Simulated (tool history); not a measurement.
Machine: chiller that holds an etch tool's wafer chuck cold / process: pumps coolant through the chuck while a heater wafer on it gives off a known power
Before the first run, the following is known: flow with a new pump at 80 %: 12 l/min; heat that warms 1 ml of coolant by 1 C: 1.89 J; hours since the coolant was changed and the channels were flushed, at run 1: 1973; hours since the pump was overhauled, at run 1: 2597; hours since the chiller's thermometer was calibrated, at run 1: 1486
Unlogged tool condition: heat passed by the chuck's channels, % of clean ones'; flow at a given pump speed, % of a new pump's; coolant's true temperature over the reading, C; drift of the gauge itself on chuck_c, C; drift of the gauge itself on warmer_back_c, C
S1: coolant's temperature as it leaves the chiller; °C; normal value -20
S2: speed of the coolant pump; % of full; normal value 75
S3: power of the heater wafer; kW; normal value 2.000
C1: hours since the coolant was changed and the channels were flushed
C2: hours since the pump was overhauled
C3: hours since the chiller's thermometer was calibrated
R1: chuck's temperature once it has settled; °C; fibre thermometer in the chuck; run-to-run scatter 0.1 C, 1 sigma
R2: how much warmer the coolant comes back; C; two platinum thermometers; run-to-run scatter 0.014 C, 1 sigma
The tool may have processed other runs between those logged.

| run | hour | S1 | S2 | S3 | C1 | C2 | C3 | R1 | R2 |
|---|---|---|---|---|---|---|---|---|---|
| 1 | 0.0 | -20 | 75 | 2.000 | 1973 | 2597 | 1486 | 7.7 | 5.70 |
| 2 | 46.3 | -20 | 75 | 2.000 | 2019 | 2644 | 1532 | 7.8 | 5.69 |
| 3 | 86.7 | -20 | 75 | 2.000 | 2060 | 2684 | 1572 | 7.8 | 5.70 |
| 4 | 122.7 | -20 | 75 | 2.000 | 2096 | 2720 | 1608 | 7.9 | 5.68 |
| 5 | 161.3 | -13 | 75 | 2.000 | 2134 | 2759 | 1647 | 15.0 | 5.67 |
| 6 | 220.3 | -13 | 75 | 2.000 | 2193 | 2818 | 1706 | 14.9 | 5.69 |
| 7 | 275.0 | -13 | 75 | 2.000 | 2248 | 2872 | 1761 | 14.9 | 5.68 |
| 8 | 344.9 | -13 | 75 | 2.000 | 2318 | 2942 | 1831 | 14.9 | 5.70 |
| 9 | 376.4 | -29 | 75 | 2.000 | 2349 | 2974 | 1862 | -1.0 | 5.69 |
| 10 | 436.6 | -20 | 90 | 2.000 | 2409 | 3034 | 1922 | 3.8 | 4.74 |
| 11 | 475.1 | -20 | 75 | 2.000 | 2448 | 3073 | 1961 | 8.0 | 5.72 |
| 12 | 507.4 | -20 | 75 | 2.000 | 2480 | 3105 | 1993 | 8.1 | 5.73 |
| 13 | 574.3 | -20 | 75 | 1.375 | 2547 | 3172 | 2060 | -0.5 | 3.91 |
| 14 | 613.3 | -20 | 75 | 1.375 | 2586 | 3211 | 2099 | -0.5 | 3.94 |
| 15 | 648.6 | -20 | 75 | 1.375 | 2621 | 3246 | 2134 | -0.5 | 3.93 |
| 16 | 705.4 | -20 | 75 | 1.375 | 2678 | 3303 | 2191 | -0.6 | 3.92 |
| 17 | 766.4 | -20 | 75 | 1.375 | 2739 | 3364 | 2252 | -0.3 | 3.93 |
| 18 | 809.3 | -24 | 75 | 1.455 | 2782 | 3407 | 2295 | -3.2 | 4.17 |
| 19 | 878.8 | -27 | 75 | 2.642 | 2852 | 3476 | 2364 | 10.6 | 7.56 |
| 20 | 927.3 | -20 | 98 | 2.942 | 2900 | 3525 | 2413 | 12.7 | 6.41 |
| 21 | 967.9 | -20 | 86 | 2.306 | 2941 | 3565 | 2454 | 9.3 | 5.75 |
| 22 | 1032.8 | -21 | 84 | 1.648 | 3006 | 3630 | 2518 | 0.4 | 4.20 |
| 23 | 1075.3 | -28 | 82 | 2.767 | 3048 | 3673 | 2561 | 8.4 | 7.24 |
| 24 | 1114.8 | -28 | 82 | 2.767 | 3088 | 3712 | 2600 | 8.5 | 7.28 |
| 25 | 1190.0 | -20 | 82 | 1.016 | 3163 | 3787 | 2676 | -6.4 | 2.67 |
| 26 | 1258.3 | -20 | 82 | 1.016 | 3231 | 3856 | 2744 | -6.2 | 2.69 |
| 27 | 1290.2 | -15 | 74 | 1.367 | 3263 | 3888 | 2776 | 5.3 | 3.98 |
| 28 | 1333.9 | -28 | 63 | 1.615 | 3307 | 3931 | 2820 | -0.7 | 5.53 |
| 29 | 1403.0 | -20 | 79 | 1.051 | 3376 | 4000 | 2889 | -5.2 | 2.88 |
| 30 | 1462.6 | -11 | 75 | 1.782 | 3436 | 4060 | 2948 | 14.9 | 5.13 |
| 31 | 1538.6 | -11 | 75 | 1.782 | 3511 | 4136 | 3024 | 15.0 | 5.14 |
| 32 | 1613.0 | -21 | 99 | 2.000 | 3586 | 4210 | 3099 | 1.7 | 4.34 |

A few steps of R1 between consecutive runs. Split each: what settings, incoming material and random variation would produce without the hidden state, and what is left over for the hidden state, along with gauge scatter present in only one of the two compared results (measured, and without hidden state):
Run 8 -> 9: S1 -13 -> -29. R1 -15.9 °C: hidden state +0.0, all else -15.9.
Run 18 -> 19: S1 -24 -> -27, S3 1.455 -> 2.642. R1 +13.8 °C: hidden state +1.3, all else +12.5.
Run 22 -> 23: S1 -21 -> -28, S2 84 -> 82, S3 1.648 -> 2.767. R1 +8.0 °C: hidden state +1.2, all else +6.8.
Run 24 -> 25: S1 -28 -> -20, S3 2.767 -> 1.016. R1 -14.9 °C: hidden state -1.8, all else -13.1.
Run 29 -> 30: S1 -20 -> -11, S2 79 -> 75, S3 1.051 -> 1.782. R1 +20.1 °C: hidden state +1.0, all else +19.1.
